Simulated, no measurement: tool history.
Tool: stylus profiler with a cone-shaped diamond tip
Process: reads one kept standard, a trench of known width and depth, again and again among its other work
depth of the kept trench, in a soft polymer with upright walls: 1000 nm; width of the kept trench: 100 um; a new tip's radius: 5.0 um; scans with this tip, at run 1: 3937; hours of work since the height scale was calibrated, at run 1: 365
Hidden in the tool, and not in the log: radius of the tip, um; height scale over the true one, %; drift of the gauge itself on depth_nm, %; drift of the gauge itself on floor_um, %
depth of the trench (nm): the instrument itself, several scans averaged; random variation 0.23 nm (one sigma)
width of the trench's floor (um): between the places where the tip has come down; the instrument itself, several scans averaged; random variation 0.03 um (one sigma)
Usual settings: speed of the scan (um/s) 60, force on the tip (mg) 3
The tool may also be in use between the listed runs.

run,hour,speed of the scan (um/s),force on the tip (mg),scans with this tip,hours of work since the height scale was calibrated,depth of the trench (nm),width of the trench's floor (um)
1,0,60,3,3937,365,1012.09,92.96
2,32.5,60,3,4156,385,1011.71,92.92
3,58.2,60,2.31,4329,401,1009.46,92.85
4,79.7,60,2.31,4473,414,1009.46,92.82
5,112.2,60,2.73,4693,435,1010.96,92.84
6,131.3,190,3,4822,447,1011.65,92.28
7,147.7,190,3,4932,457,1011.71,92.18
8,162.6,190,3,5033,466,1011.9,92.2
9,186.8,60,3.23,5195,481,1012.04,92.79
10,205.5,60,3,5322,493,1011.53,92.74
11,220.5,60,3,5423,502,1010.97,92.71
12,249.1,60,3,5615,520,1011.46,92.73
13,273.7,106,3,5781,535,1011.44,92.45
14,289.6,106,3,5888,545,1011.01,92.48
15,303.5,106,3,5982,554,1011.42,92.42
16,317.8,106,3,6079,563,1010.93,92.39
17,342.2,106,3,6243,578,1011.34,92.25
18,360.3,106,3,6365,589,1011.26,92.32
19,386.6,106,3,6542,606,1011.14,92.27
20,419.3,60,4.19,6763,626,1014.45,92.53
21,450,60,2.71,6970,645,1009.95,92.44
22,476,60,2.71,7145,662,1009.78,92.36
23,493.4,60,3,7262,673,1010.7,92.35
24,510.8,67,1.05,7380,683,1003.68,92.12
25,537.2,67,1.05,7557,700,1003.72,92.08
26,570.6,51,1.92,7782,721,1007.37,92.3
27,591.2,42,3,7921,734,1010.1,92.32
28,614.7,42,1.88,8080,748,1007.05,92.27
# hour 618.1: height scale calibrated on a step standard
29,637.7,109,6.94,8231,12,1019.79,92.22
30,664.5,109,6.94,8412,29,1019.86,92.12
31,679.4,109,6.94,8513,38,1019.5,92.16
32,706.3,109,6.94,8693,55,1019.48,92.1
33,728,33,7.42,8840,69,1020.89,92.32
34,748.7,33,7.42,8979,82,1021.14,92.34
# hour 773.4: height scale calibrated on a step standard, once more
35,773.4,33,5.83,9143,0,1020.99,92.21
36,795.9,33,5.83,9294,14,1021.23,92.22
37,815.2,33,5.83,9424,26,1020.62,92.26
38,848.7,33,5.83,9650,47,1020.76,92.18
39,863.7,33,5.83,9751,56,1020.55,92.14
40,887.9,16,4.2,9914,71,1016.37,92.16
41,908.8,49,2.9,10055,85,1012.78,91.95
42,924.2,81,2.78,10159,94,1012.43,91.83
43,951.7,17,3.18,10344,111,1013.32,92.17
44,969.3,40,1.33,10463,122,1007.43,91.83
45,999.1,58,2.04,10664,141,1009.74,91.8
46,1031.8,58,1.21,10884,161,1006.34,91.66

Forecast each of these 3 alternatives for the next run:
A,1053.9,36,6.13,11033,175,?,?
B,1053.9,71,8.75,11033,175,?,?
C,1053.9,60,4.67,11033,175,?,?

run,depth of the trench (nm),width of the trench's floor (um)
A,1021.01,91.93
B,1026.55,91.85
C,1017.35,91.86
Without the tool's hidden state the same runs would have given:
run,depth of the trench (nm),width of the trench's floor (um)
A,1021.89,93.86
B,1027.43,93.79
C,1018.22,93.8
